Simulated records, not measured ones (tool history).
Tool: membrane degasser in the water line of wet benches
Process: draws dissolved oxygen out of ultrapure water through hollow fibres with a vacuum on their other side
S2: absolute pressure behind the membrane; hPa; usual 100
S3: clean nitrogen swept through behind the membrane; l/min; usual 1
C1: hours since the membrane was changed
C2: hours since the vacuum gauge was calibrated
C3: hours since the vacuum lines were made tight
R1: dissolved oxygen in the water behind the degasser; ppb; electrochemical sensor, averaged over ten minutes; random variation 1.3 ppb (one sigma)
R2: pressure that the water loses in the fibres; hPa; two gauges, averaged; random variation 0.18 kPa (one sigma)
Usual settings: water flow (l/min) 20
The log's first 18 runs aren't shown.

-- day=126.654 vacuum gauge calibrated, once more
run 19 day=126.654 | water_flow_(l/min)=30 S2=171 S3=1.26 | C1=7436 C2=0 C3=1911 | R1=794.9 R2=548.2
run 20 day=135.688 | water_flow_(l/min)=13 S2=62 S3=2.07 | C1=7653 C2=217 C3=2127 | R1=50.7 R2=236.7
run 21 day=143.942 | water_flow_(l/min)=32 S2=210 S3=1 | C1=7851 C2=415 C3=2326 | R1=1192.8 R2=589.9
run 22 day=150.288 | water_flow_(l/min)=20 S2=189 S3=0.62 | C1=8003 C2=567 C3=2478 | R1=987.5 R2=370.1
run 23 day=155.675 | water_flow_(l/min)=19 S2=146 S3=0.62 | C1=8133 C2=697 C3=2607 | R1=712.5 R2=347.3
run 24 day=163.079 | water_flow_(l/min)=19 S2=146 S3=0.62 | C1=8310 C2=874 C3=2785 | R1=712.6 R2=351.1
run 25 day=168.675 | water_flow_(l/min)=19 S2=146 S3=0.62 | C1=8445 C2=1008 C3=2919 | R1=712.7 R2=349.3
run 26 day=175.804 | water_flow_(l/min)=15 S2=127 S3=2.65 | C1=8616 C2=1180 C3=3090 | R1=140.6 R2=276.9
run 27 day=181.804 | water_flow_(l/min)=17 S2=230 S3=0.75 | C1=8760 C2=1324 C3=3234 | R1=908 R2=316
run 28 day=189.533 | water_flow_(l/min)=32 S2=100 S3=1.51 | C1=8945 C2=1509 C3=3420 | R1=484.2 R2=590.6
run 29 day=196.017 | water_flow_(l/min)=32 S2=100 S3=1.12 | C1=9101 C2=1665 C3=3575 | R1=569.8 R2=594.5
run 30 day=201.808 | water_flow_(l/min)=22 S2=185 S3=1.12 | C1=9240 C2=1804 C3=3714 | R1=679.3 R2=406.3
run 31 day=212.558 | water_flow_(l/min)=18 S2=70 S3=1 | C1=9498 C2=2062 C3=3972 | R1=180.6 R2=334.1

5 ways to go on from here, each from the tool as it stands after run 31. What would each give?
run A day=220.412 | water_flow_(l/min)=20 S2=128 S3=1 | C1=9686 C2=2250 C3=4161 | R1=? R2=?
run B day=220.412 | water_flow_(l/min)=20 S2=74 S3=1 | C1=9686 C2=2250 C3=4161 | R1=? R2=?
run C day=220.412 | water_flow_(l/min)=15 S2=70 S3=1 | C1=9686 C2=2250 C3=4161 | R1=? R2=?
run D day=220.412 | water_flow_(l/min)=16 S2=217 S3=0.6 | C1=9686 C2=2250 C3=4161 | R1=? R2=?
run E day=220.412 | water_flow_(l/min)=18 S2=213 S3=1.22 | C1=9686 C2=2250 C3=4161 | R1=? R2=?

run=A R1=452.5 R2=372.7
run=B R1=226.4 R2=372.3
run=C R1=143.8 R2=279.9
run=D R1=975.4 R2=295.1
run=E R1=604.8 R2=335.8
Without the tool's hidden state the same runs would have given:
run=A R1=437.2 R2=350.2
run=B R1=211.3 R2=349.8
run=C R1=136.5 R2=262.9
run=D R1=964.1 R2=277.2
run=E R1=592.2 R2=315.4

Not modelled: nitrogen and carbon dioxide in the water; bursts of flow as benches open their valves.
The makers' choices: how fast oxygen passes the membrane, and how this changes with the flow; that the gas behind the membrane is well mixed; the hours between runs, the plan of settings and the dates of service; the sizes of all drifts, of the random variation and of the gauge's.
